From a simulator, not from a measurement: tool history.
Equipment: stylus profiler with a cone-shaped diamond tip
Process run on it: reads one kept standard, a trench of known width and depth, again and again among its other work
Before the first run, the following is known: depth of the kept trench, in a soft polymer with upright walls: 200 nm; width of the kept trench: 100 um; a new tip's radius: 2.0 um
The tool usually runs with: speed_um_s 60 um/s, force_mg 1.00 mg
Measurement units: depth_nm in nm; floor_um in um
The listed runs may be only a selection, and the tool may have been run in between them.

run 1 hour=0.0 | speed_um_s=60 force_mg=1.00 | depth_nm=200.75 floor_um=97.86
-- hour=99.2 height scale calibrated on a step standard
run 2 hour=99.2 | speed_um_s=60 force_mg=1.00 | depth_nm=200.79 floor_um=97.79
run 3 hour=191.0 | speed_um_s=60 force_mg=1.00 | depth_nm=200.77 floor_um=97.84
run 4 hour=298.5 | speed_um_s=60 force_mg=1.00 | depth_nm=200.89 floor_um=97.82
run 5 hour=400.1 | speed_um_s=60 force_mg=1.00 | depth_nm=200.90 floor_um=97.83
run 6 hour=474.8 | speed_um_s=60 force_mg=1.00 | depth_nm=200.79 floor_um=97.81
run 7 hour=556.3 | speed_um_s=60 force_mg=1.52 | depth_nm=201.11 floor_um=97.91
run 8 hour=621.1 | speed_um_s=155 force_mg=1.00 | depth_nm=200.87 floor_um=97.25
-- hour=679.0 new tip fitted, height scale calibrated
run 9 hour=679.0 | speed_um_s=23 force_mg=0.43 | depth_nm=200.41 floor_um=98.05
run 10 hour=766.2 | speed_um_s=186 force_mg=0.97 | depth_nm=200.70 floor_um=96.90
run 11 hour=857.7 | speed_um_s=238 force_mg=2.10 | depth_nm=201.40 floor_um=97.05
run 12 hour=966.5 | speed_um_s=78 force_mg=0.83 | depth_nm=200.77 floor_um=97.62
run 13 hour=1056.7 | speed_um_s=222 force_mg=0.47 | depth_nm=200.49 floor_um=96.00

Alternative continuations, all from the tool just after run 13; predict every row:
run A hour=1174.8 | speed_um_s=44 force_mg=0.56 | depth_nm=? floor_um=?
run B hour=1174.8 | speed_um_s=222 force_mg=1.67 | depth_nm=? floor_um=?
run C hour=1174.8 | speed_um_s=40 force_mg=1.06 | depth_nm=? floor_um=?
run D hour=1174.8 | speed_um_s=137 force_mg=0.70 | depth_nm=? floor_um=?

run=A depth_nm=200.56 floor_um=97.85
run=B depth_nm=201.00 floor_um=97.05
run=C depth_nm=200.88 floor_um=97.97
run=D depth_nm=200.56 floor_um=97.15
Take away the tool's hidden state, keep each run's random variation, and the runs would have read:
run=A depth_nm=200.56 floor_um=97.85
run=B depth_nm=201.00 floor_um=97.06
run=C depth_nm=200.89 floor_um=97.98
run=D depth_nm=200.56 floor_um=97.16

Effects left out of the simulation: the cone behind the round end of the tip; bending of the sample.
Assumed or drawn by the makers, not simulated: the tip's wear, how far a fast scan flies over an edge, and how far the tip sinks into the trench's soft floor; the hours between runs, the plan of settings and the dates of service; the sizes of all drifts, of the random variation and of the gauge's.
